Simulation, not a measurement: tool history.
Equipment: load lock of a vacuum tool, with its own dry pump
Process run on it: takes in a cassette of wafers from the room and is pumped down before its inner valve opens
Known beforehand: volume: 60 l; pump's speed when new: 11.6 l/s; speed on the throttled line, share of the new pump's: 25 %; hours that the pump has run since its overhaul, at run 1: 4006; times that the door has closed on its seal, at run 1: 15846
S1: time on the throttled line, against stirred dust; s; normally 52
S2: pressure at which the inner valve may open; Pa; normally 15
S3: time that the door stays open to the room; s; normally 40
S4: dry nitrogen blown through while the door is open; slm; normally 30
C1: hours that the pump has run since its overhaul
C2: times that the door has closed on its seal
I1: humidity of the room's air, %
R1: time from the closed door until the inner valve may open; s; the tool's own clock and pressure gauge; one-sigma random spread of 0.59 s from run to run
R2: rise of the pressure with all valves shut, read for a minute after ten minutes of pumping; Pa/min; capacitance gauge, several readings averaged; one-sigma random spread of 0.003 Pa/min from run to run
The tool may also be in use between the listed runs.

run	hour	S1	S2	S3	S4	C1	C2	I1	R1	R2
1	0.0	52	15	40	30	4006	15846	45.6	85.0	0.030
2	273.5	52	23	40	30	4280	16559	45.2	82.9	0.024
3	412.7	52	23	40	30	4419	16922	44.2	82.7	0.021
4	628.2	52	23	40	30	4635	17484	46.1	83.4	0.031
5	891.3	52	23	40	30	4898	18170	47.1	82.2	0.030
6	1137.3	52	23	40	30	5144	18812	47.7	82.6	0.034
7	1405.5	52	23	40	30	5412	19511	44.7	82.7	0.028
8	1610.3	52	12	40	30	5617	20045	46.8	85.8	0.034
9	1818.8	52	30	40	30	5825	20589	46.8	81.6	0.032
10	2025.9	52	30	40	30	6032	21129	45.2	80.6	0.026
11	2236.7	82	15	40	30	6243	21679	45.7	107.3	0.031
12	2441.2	39	24	40	26	6448	22212	46.8	72.9	0.025
13	2631.9	39	25	148	34	6638	22710	46.7	73.0	0.058
14	2778.6	82	21	40	30	6785	23092	44.8	107.2	0.024
15	2997.0	57	28	40	35	7004	23662	45.1	84.7	0.028
16	3298.9	44	15	40	30	7305	24449	41.8	78.1	0.023
17	3480.8	52	13	57	30	7487	24923	42.2	86.1	0.031
18	3700.7	52	28	36	10	7707	25497	43.8	81.9	0.036
19	3974.0	33	15	80	8	7980	26210	47.4	70.4	0.066
20	4155.6	32	28	40	30	8162	26683	44.6	67.3	0.024
21	4390.8	52	12	40	6	8397	27297	44.6	88.1	0.051

5 options for the next run, each taken on its own from the tool as it stands now. Forecast them:
A	4653.9	52	27	40	20	8660	27983	43.6	?	?
B	4653.9	52	12	176	10	8660	27983	46.0	?	?
C	4653.9	92	12	40	28	8660	27983	44.6	?	?
D	4653.9	31	12	222	6	8660	27983	44.7	?	?
E	4653.9	52	12	40	12	8660	27983	46.5	?	?

run	R1	R2
A	82.3	0.035
B	86.4	0.102
C	115.6	0.030
D	70.1	0.130
E	85.6	0.040
Without the tool's hidden state the same runs would have given:
run	R1	R2
A	82.2	0.034
B	86.4	0.101
C	115.6	0.029
D	70.1	0.129
E	85.6	0.040

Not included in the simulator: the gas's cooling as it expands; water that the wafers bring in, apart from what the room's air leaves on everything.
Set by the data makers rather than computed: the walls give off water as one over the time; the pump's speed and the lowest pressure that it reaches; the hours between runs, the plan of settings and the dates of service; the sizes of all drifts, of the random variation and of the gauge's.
